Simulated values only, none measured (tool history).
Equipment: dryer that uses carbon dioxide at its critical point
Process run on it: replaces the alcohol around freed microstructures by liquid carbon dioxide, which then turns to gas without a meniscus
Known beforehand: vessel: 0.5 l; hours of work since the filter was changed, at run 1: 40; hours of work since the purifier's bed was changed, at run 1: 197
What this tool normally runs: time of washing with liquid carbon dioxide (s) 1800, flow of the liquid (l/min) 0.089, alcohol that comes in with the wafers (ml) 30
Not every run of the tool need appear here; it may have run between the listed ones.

| run | day | time of washing with liquid carbon dioxide (s) | flow of the liquid (l/min) | alcohol that comes in with the wafers (ml) | hours of work since the filter was changed | hours of work since the purifier's bed was changed | alcohol left in the vessel before it's heated (ppm by volume) |
|---|---|---|---|---|---|---|---|
| 1 | 0 | 1800 | 0.089 | 30 | 40 | 197 | 1378 |
| 2 | 0.933 | 1800 | 0.089 | 30 | 53 | 210 | 1420 |
| 3 | 1.696 | 1800 | 0.089 | 30 | 64 | 220 | 1414 |
| 4 | 2.629 | 1800 | 0.089 | 30 | 77 | 233 | 1438 |
| 5 | 3.308 | 1800 | 0.0895 | 30 | 86 | 243 | 1450 |
| 6 | 3.833 | 1800 | 0.089 | 30 | 93 | 250 | 1466 |
| 7 | 4.788 | 1800 | 0.089 | 34 | 107 | 263 | 1733 |
| 8 | 5.983 | 1800 | 0.089 | 34 | 123 | 280 | 1717 |
| 9 | 7.096 | 1800 | 0.0536 | 30 | 139 | 295 | 6831 |
| 10 | 7.808 | 1800 | 0.089 | 30 | 149 | 305 | 1556 |
| 11 | 8.904 | 1800 | 0.089 | 103 | 164 | 320 | 5616 |
| 12 | 9.65 | 1800 | 0.089 | 103 | 174 | 331 | 5488 |
| 13 | 10.762 | 1800 | 0.089 | 103 | 190 | 346 | 5443 |
| 14 | 11.65 | 1800 | 0.089 | 30 | 202 | 359 | 1649 |
| 15 | 12.654 | 1800 | 0.089 | 30 | 216 | 373 | 1691 |
| 16 | 13.692 | 1800 | 0.089 | 30 | 230 | 387 | 1715 |
| 17 | 14.633 | 1800 | 0.089 | 30 | 243 | 400 | 1759 |
| 18 | 15.525 | 1800 | 0.08 | 30 | 256 | 412 | 2560 |
| 19 | 16.242 | 1800 | 0.08 | 30 | 266 | 422 | 2695 |
| 20 | 16.842 | 1800 | 0.089 | 30 | 274 | 431 | 1799 |
| 21 | 17.821 | 1800 | 0.089 | 30 | 288 | 444 | 1841 |
| 22 | 19.05 | 2520 | 0.089 | 30 | 305 | 461 | 477 |
| 23 | 19.938 | 2520 | 0.089 | 30 | 317 | 474 | 481 |
| 24 | 21.221 | 1800 | 0.0549 | 30 | 335 | 492 | 7557 |
| 25 | 22.071 | 1920 | 0.1313 | 48 | 347 | 503 | 409 |
| 26 | 22.712 | 1920 | 0.1313 | 48 | 356 | 512 | 430 |
| 27 | 23.538 | 1920 | 0.0709 | 48 | 367 | 524 | 5634 |
|  | 23.738 | inlet filter changed |
| 28 | 24.5 | 2160 | 0.1409 | 56 | 11 | 536 | 93 |
| 29 | 25.512 | 1440 | 0.1089 | 30 | 25 | 551 | 1466 |
| 30 | 26.642 | 1920 | 0.1312 | 49 | 40 | 566 | 265 |
| 31 | 27.458 | 1860 | 0.0867 | 42 | 52 | 578 | 1944 |
| 32 | 28.696 | 1860 | 0.0867 | 42 | 69 | 595 | 1967 |
| 33 | 29.792 | 2520 | 0.0867 | 90 | 84 | 610 | 1184 |
| 34 | 30.871 | 2520 | 0.0867 | 90 | 99 | 625 | 1185 |
| 35 | 31.925 | 1800 | 0.1468 | 50 | 114 | 640 | 226 |
| 36 | 32.65 | 2640 | 0.0622 | 81 | 124 | 650 | 4044 |
| 37 | 33.558 | 1560 | 0.0622 | 21 | 136 | 662 | 4754 |
| 38 | 34.808 | 1560 | 0.0622 | 21 | 154 | 680 | 4854 |
| 39 | 35.446 | 1440 | 0.0622 | 21 | 163 | 688 | 5676 |
| 40 | 36.45 | 1440 | 0.0622 | 21 | 177 | 702 | 5774 |
| 41 | 37.417 | 1800 | 0.0991 | 30 | 190 | 716 | 1120 |
| 42 | 38.271 | 1800 | 0.0991 | 30 | 202 | 728 | 1115 |
| 43 | 38.975 | 2880 | 0.0598 | 30 | 212 | 738 | 1421 |
| 44 | 39.967 | 1200 | 0.0739 | 61 | 225 | 751 | 17091 |
| 45 | 40.988 | 1200 | 0.0757 | 42 | 240 | 765 | 11561 |
| 46 | 42.292 | 1800 | 0.089 | 45 | 258 | 784 | 2650 |
| 47 | 43.358 | 1860 | 0.1095 | 94 | 272 | 798 | 2135 |

Branching from run 47: 3 alternative next runs. What would each branch give?
| A | 43.946 | 2160 | 0.0659 | 94 | 281 | 807 | ? |
| B | 43.946 | 2040 | 0.0973 | 30 | 281 | 807 | ? |
| C | 43.946 | 1920 | 0.1218 | 35 | 281 | 807 | ? |

| run | alcohol left in the vessel before it's heated (ppm by volume) |
|---|---|
| A | 8781 |
| B | 810 |
| C | 437 |
With the hidden condition removed and each run's random variation left untouched, the same runs would have given:
| run | alcohol left in the vessel before it's heated (ppm by volume) |
|---|---|
| A | 6536 |
| B | 515 |
| C | 248 |

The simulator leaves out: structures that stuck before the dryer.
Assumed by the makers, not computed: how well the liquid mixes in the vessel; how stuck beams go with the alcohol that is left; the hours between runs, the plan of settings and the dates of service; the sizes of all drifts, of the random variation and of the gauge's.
